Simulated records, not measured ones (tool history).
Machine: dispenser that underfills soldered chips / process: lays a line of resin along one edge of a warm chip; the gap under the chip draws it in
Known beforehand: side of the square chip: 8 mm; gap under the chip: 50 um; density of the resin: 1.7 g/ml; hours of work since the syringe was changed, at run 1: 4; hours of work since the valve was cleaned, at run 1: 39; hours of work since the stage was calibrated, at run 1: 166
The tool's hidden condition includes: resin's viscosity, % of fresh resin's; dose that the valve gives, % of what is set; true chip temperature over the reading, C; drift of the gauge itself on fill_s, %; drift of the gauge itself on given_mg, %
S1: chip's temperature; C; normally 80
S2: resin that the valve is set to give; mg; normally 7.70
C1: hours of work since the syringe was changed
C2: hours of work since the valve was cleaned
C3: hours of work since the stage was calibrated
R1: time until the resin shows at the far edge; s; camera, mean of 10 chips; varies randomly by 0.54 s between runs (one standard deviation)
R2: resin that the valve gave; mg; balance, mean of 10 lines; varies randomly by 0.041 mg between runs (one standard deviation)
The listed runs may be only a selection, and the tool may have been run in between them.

run,day,S1,S2,C1,C2,C3,R1,R2
1,0.000,80,7.70,4,39,166,50.1,7.56
2,0.267,66,7.70,8,43,170,103.3,7.54
# day 0.442: new syringe of resin
3,0.550,66,7.70,2,47,174,81.6,7.53
4,0.838,80,6.77,6,51,178,53.9,6.57
5,1.088,80,7.70,9,55,182,57.7,7.54
# day 1.212: new syringe of resin
6,1.567,80,7.70,5,61,189,51.5,7.42
# day 1.958: new syringe of resin
7,2.100,80,8.70,2,69,196,45.5,8.42
8,2.579,80,8.70,9,76,203,57.4,8.34
# day 2.733: new syringe of resin
9,3.104,80,8.70,5,83,211,49.9,8.37
10,3.438,80,8.70,10,88,216,59.6,8.33
# day 3.488: new syringe of resin
11,3.808,80,8.70,5,93,221,49.1,8.28
# day 4.246: new syringe of resin
12,4.354,80,8.70,2,101,228,44.3,8.27
# day 4.512: dispensing valve cleaned and set on the balance
13,4.838,80,8.70,8,5,235,55.1,8.65
# day 5.038: new syringe of resin
14,5.154,80,8.70,2,9,239,43.8,8.60
15,5.612,80,8.70,8,16,246,52.9,8.63
# day 5.783: new syringe of resin
16,5.850,80,8.13,1,19,249,43.2,8.03
17,6.183,80,8.13,6,24,254,50.4,8.08
# day 6.550: new syringe of resin
18,6.621,80,8.13,1,30,260,44.1,8.00
19,7.000,78,9.27,7,36,266,55.1,9.09
# day 7.317: new syringe of resin
20,7.475,71,7.91,2,42,272,67.2,7.69
21,7.758,71,9.35,6,46,277,73.1,9.10

What does the tool deliver on the next run?
# day 8.075: new syringe of resin
22,8.221,81,9.04,2,53,283,?,?

{"run 22": {"R1": 42.0, "R2": 8.87}}
With the hidden condition absent and the run-to-run variation left alone, this run would have shown R1 42.2 s, R2 9.10 mg.
